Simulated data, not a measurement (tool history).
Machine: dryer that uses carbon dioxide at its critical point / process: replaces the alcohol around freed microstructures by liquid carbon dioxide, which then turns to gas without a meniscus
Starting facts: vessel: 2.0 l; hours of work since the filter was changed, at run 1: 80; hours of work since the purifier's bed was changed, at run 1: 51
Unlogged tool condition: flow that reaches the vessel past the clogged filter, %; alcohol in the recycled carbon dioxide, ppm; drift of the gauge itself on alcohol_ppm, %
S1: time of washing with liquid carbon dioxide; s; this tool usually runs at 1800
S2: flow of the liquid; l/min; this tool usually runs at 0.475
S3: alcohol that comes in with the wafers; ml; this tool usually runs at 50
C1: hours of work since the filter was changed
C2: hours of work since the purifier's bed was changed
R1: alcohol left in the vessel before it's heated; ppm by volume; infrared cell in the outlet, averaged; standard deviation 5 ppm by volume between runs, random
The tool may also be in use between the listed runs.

run   hour    S1     S2   S3   C1   C2    R1
  1    0.0  1800  0.475   50   80   51    57
  2    7.7  1800  0.707   50   84   55    15
  3   16.2  1800  0.707   50   89   60    27
  4   20.6  1800  0.707   50   91   62    14
  5   28.1  1800  0.475   50   96   67    63
  6   32.9  1800  0.475   50   98   69    54
  7   40.7  1800  0.752   50  103   74    21
  8   50.1  1800  0.752   50  108   79    16
  9   54.7  1800  0.475   31  111   82    49
 10   62.0  1800  0.475   31  115   86    49
 11   69.9  1260  0.475   50  119   90   339
 12   74.8  1800  0.475   58  122   93    68
 13   79.1  1800  0.668   50  124   95    32
 14   89.4  2820  0.475   31  130  101    34
 15   99.2  2820  0.475   62  136  107    34
 16  106.8  2820  0.475   62  140  111    29
 17  112.1  2820  0.465   62  143  114    27
 18  117.4  2040  0.733   40  146  117    32
 19  127.3  1260  0.326   93  152  123  2488
 20  132.5  1800  0.424  117  155  126   272
 21  138.5  1440  0.355  117  158  129  1475
 22  148.0  1440  0.355  117  163  134  1536
 23  154.1  1500  0.732   24  167  138    45
 24  160.0  1500  0.732   24  170  141    37
 25  166.5  1200  0.475   43  174  145   385
 26  172.5  2820  0.475   43  177  148    44

What if the next run were any one of these 4? Each begins from the tool's condition after run 26:
  A  177.5  1800  0.398   50  180  151   ?
  B  177.5  2640  0.294  111  180  151   ?
  C  177.5  1620  0.475   42  180  151   ?
  D  177.5  2820  0.329   43  180  151   ?

run   R1
  A  189
  B  235
  C  118
  D   62
Without the tool's hidden state the same runs would have given:
run   R1
  A  107
  B  132
  C   59
  D   19

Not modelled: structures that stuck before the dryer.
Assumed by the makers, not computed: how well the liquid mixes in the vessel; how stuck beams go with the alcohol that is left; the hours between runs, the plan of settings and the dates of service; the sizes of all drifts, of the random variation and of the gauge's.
